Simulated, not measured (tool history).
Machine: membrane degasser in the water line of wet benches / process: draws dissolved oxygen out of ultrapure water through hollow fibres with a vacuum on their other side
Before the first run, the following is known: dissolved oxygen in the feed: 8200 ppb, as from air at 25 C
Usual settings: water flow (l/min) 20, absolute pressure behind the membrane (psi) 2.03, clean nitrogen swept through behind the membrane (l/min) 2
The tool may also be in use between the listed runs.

| run | day | water flow (l/min) | absolute pressure behind the membrane (psi) | clean nitrogen swept through behind the membrane (l/min) | dissolved oxygen in the water behind the degasser (ppb) | pressure that the water loses in the fibres (psi) |
|---|---|---|---|---|---|---|
| 1 | 0 | 20 | 2.03 | 2 | 270.3 | 8.625 |
| 2 | 1.779 | 20 | 2.03 | 2 | 271.5 | 8.602 |
| 3 | 2.75 | 20 | 2.03 | 2 | 271.6 | 8.598 |
| 4 | 3.758 | 20 | 2.03 | 2 | 272.5 | 8.627 |
| 5 | 5.008 | 20 | 3.83 | 2 | 548.2 | 8.567 |
| 6 | 5.788 | 20 | 3.83 | 2 | 546.6 | 8.607 |
| 7 | 7.117 | 20 | 3.89 | 2 | 556.6 | 8.679 |
| 8 | 9.054 | 18 | 2.03 | 2 | 246.5 | 7.732 |
| 9 | 10.342 | 18 | 2.03 | 2 | 245.6 | 7.8 |
| 10 | 11.762 | 18 | 2.03 | 2 | 246.7 | 7.699 |
| 11 | 13.496 | 20 | 2.03 | 1.58 | 335.9 | 8.62 |
| 12 | 15.354 | 20 | 2.13 | 2 | 289.7 | 8.747 |
| 13 | 16.583 | 20 | 2.03 | 2 | 270.4 | 8.579 |
| 14 | 18.221 | 20 | 2.03 | 2.84 | 200.5 | 8.588 |
| 15 | 19.438 | 20 | 1.97 | 2.84 | 193.3 | 8.669 |
| 16 | 21.2 | 17 | 2.1 | 4 | 128.6 | 7.287 |
| 17 | 22.396 | 16 | 2.1 | 5.09 | 96.9 | 6.908 |
| 18 | 24 | 31 | 2.61 | 3.39 | 342.5 | 13.452 |
| 19 | 25.938 | 29 | 3.74 | 1.43 | 960.6 | 12.643 |
| 20 | 27.142 | 14 | 1.28 | 2 | 108.9 | 6.071 |
| 21 | 28.5 | 17 | 1.28 | 2 | 129 | 7.361 |
| 22 | 30.046 | 23 | 2.03 | 2 | 310.3 | 9.976 |
| 23 | 31.375 | 17 | 4.57 | 1.07 | 967.8 | 7.335 |

Run 24, settings as shown, results not yet in. Your forecast:
|  | 32.2 | vacuum gauge calibrated |
| 24 | 32.208 | 20 | 2.93 | 1 | ? | ? |

For run 24 the tool returned dissolved oxygen in the water behind the degasser (ppb) 720.2, pressure that the water loses in the fibres (psi) 8.682.
The same run, on a tool lacking any hidden state, would have yielded dissolved oxygen in the water behind the degasser (ppb) 705.9, pressure that the water loses in the fibres (psi) 8.637.
